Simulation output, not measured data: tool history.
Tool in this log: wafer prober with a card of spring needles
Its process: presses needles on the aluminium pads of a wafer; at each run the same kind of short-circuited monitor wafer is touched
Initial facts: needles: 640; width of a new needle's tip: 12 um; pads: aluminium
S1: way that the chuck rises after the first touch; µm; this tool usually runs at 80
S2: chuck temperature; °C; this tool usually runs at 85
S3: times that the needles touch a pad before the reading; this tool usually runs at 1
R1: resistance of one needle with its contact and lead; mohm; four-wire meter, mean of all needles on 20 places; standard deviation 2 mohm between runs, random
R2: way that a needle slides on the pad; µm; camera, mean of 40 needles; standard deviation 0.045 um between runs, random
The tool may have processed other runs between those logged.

run,hour,S1,S2,S3,R1,R2
1,0,80,85,1,234,15.93
# hour 4.7: tips cleaned on abrasive film
# hour 12.6: tips cleaned on abrasive film
# hour 18.8: tips cleaned on abrasive film
# hour 26.6: tips cleaned on abrasive film
# hour 34.5: tips cleaned on abrasive film
2,35.1,80,85,1,219,15.84
# hour 41.4: tips cleaned on abrasive film
# hour 41.7: height of the first contact set anew
# hour 49.5: tips cleaned on abrasive film
# hour 57.3: tips cleaned on abrasive film
# hour 65: tips cleaned on abrasive film
3,65,80,85,1,213,16.11
# hour 72.8: tips cleaned on abrasive film
# hour 79.1: tips cleaned on abrasive film
# hour 85.4: tips cleaned on abrasive film
4,90.7,80,85,1,250,16.23
# hour 92.3: tips cleaned on abrasive film
# hour 100.1: tips cleaned on abrasive film
# hour 108: tips cleaned on abrasive film
# hour 115.8: tips cleaned on abrasive film
5,119.5,80,49,1,235,16.2
# hour 122.7: tips cleaned on abrasive film
# hour 130.5: tips cleaned on abrasive film
# hour 136.8: tips cleaned on abrasive film
6,141.4,80,49,1,235,16.18
# hour 144.6: tips cleaned on abrasive film
# hour 152.4: tips cleaned on abrasive film
# hour 160.2: tips cleaned on abrasive film
# hour 168: tips cleaned on abrasive film
7,171.4,80,49,1,232,16.15
# hour 174.6: tips cleaned on abrasive film
# hour 182.4: tips cleaned on abrasive film
# hour 190.2: tips cleaned on abrasive film
# hour 198: tips cleaned on abrasive film
8,198.4,80,49,1,215,16.1
# hour 204.6: tips cleaned on abrasive film
# hour 210.9: tips cleaned on abrasive film
9,215.3,80,49,1,242,16.01
# hour 218.5: tips cleaned on abrasive film
# hour 224.8: tips cleaned on abrasive film
# hour 231.1: tips cleaned on abrasive film
# hour 238.9: tips cleaned on abrasive film
10,243.7,80,49,2,226,16.04
# hour 245.3: tips cleaned on abrasive film
# hour 253.1: tips cleaned on abrasive film
# hour 261: tips cleaned on abrasive film
11,264.1,80,94,1,247,15.99
# hour 268.8: tips cleaned on abrasive film
# hour 276.6: tips cleaned on abrasive film
# hour 284.4: tips cleaned on abrasive film
12,285.5,64,85,1,239,12.72
# hour 291.8: tips cleaned on abrasive film
# hour 299.6: tips cleaned on abrasive film
# hour 307.2: tips cleaned on abrasive film
13,307.2,64,85,1,224,12.64
# hour 315: tips cleaned on abrasive film
# hour 316.8: height of the first contact set anew
# hour 321.6: tips cleaned on abrasive film
# hour 329.4: tips cleaned on abrasive film
# hour 335.6: tips cleaned on abrasive film
14,338.4,70,85,1,254,14.3
# hour 343.1: tips cleaned on abrasive film
# hour 351: tips cleaned on abrasive film
# hour 358.8: tips cleaned on abrasive film
# hour 366.6: tips cleaned on abrasive film
15,368.4,85,85,1,230,17.3
# hour 373.1: tips cleaned on abrasive film
# hour 380.9: tips cleaned on abrasive film
# hour 388.7: tips cleaned on abrasive film
# hour 396.5: tips cleaned on abrasive film
16,398.3,66,85,1,244,13.34
# hour 403: tips cleaned on abrasive film
# hour 410.8: tips cleaned on abrasive film
# hour 417.1: tips cleaned on abrasive film
# hour 424.6: tips cleaned on abrasive film
17,424.6,66,85,1,226,13.28
# hour 432.4: tips cleaned on abrasive film
# hour 440.2: tips cleaned on abrasive film
18,441.3,92,97,2,220,18.48
# hour 447.5: tips cleaned on abrasive film
# hour 455.3: tips cleaned on abrasive film
19,457.8,70,97,1,255,13.94
# hour 462.5: tips cleaned on abrasive film
# hour 470.3: tips cleaned on abrasive film
# hour 478.1: tips cleaned on abrasive film
20,483.6,80,96,3,232,16.14
# hour 485.2: tips cleaned on abrasive film
# hour 493: tips cleaned on abrasive film
# hour 500.5: tips cleaned on abrasive film
21,500.5,78,46,1,212,15.65
# hour 508.3: tips cleaned on abrasive film
# hour 516.1: tips cleaned on abrasive film
# hour 522.4: tips cleaned on abrasive film
# hour 530.2: tips cleaned on abrasive film
22,533.2,83,85,1,243,16.54
# hour 538: tips cleaned on abrasive film
# hour 545.8: tips cleaned on abrasive film
# hour 553.6: tips cleaned on abrasive film
23,557.2,74,26,1,244,14.75
# hour 560.3: tips cleaned on abrasive film
# hour 568.2: tips cleaned on abrasive film
# hour 574.4: tips cleaned on abrasive film
# hour 582.3: tips cleaned on abrasive film
24,587.9,85,50,1,243,16.91
# hour 589.5: tips cleaned on abrasive film
# hour 591.4: height of the first contact set anew
# hour 597.7: tips cleaned on abrasive film
# hour 605.5: tips cleaned on abrasive film
# hour 613.3: tips cleaned on abrasive film
# hour 621.1: tips cleaned on abrasive film
# hour 627.8: tips cleaned on abrasive film
25,627.8,75,50,2,214,15.11
# hour 635.6: tips cleaned on abrasive film
# hour 643.4: tips cleaned on abrasive film
# hour 655.4: card fitted with new needles
26,660.5,75,50,2,227,15.31

Hidden state or all else? Some run-to-run changes of R1, split into what the settings, what came in and random variation would give without the hidden state, and what is left for the hidden state (with any gauge scatter that isn't in both results):
Unlogged tool condition in this case: debris on the tips, nm; way that the needles fall short of the set height, um; tips' diameter, um; drift of the gauge itself on contact_mohm, %; drift of the gauge itself on scrub_um, %.
Run 3 -> 4: tips cleaned on abrasive film, tips cleaned on abrasive film, tips cleaned on abrasive film. R1 +37 mohm: hidden state +30, all else +7.
Run 18 -> 19: S1 92 -> 70, S3 2 -> 1, tips cleaned on abrasive film, tips cleaned on abrasive film. R1 +35 mohm: hidden state +24, all else +11.
Run 24 -> 25: S1 85 -> 75, S3 1 -> 2, tips cleaned on abrasive film, height of the first contact set anew, tips cleaned on abrasive film, tips cleaned on abrasive film, tips cleaned on abrasive film, tips cleaned on abrasive film, tips cleaned on abrasive film. R1 -29 mohm: hidden state -33, all else +4.
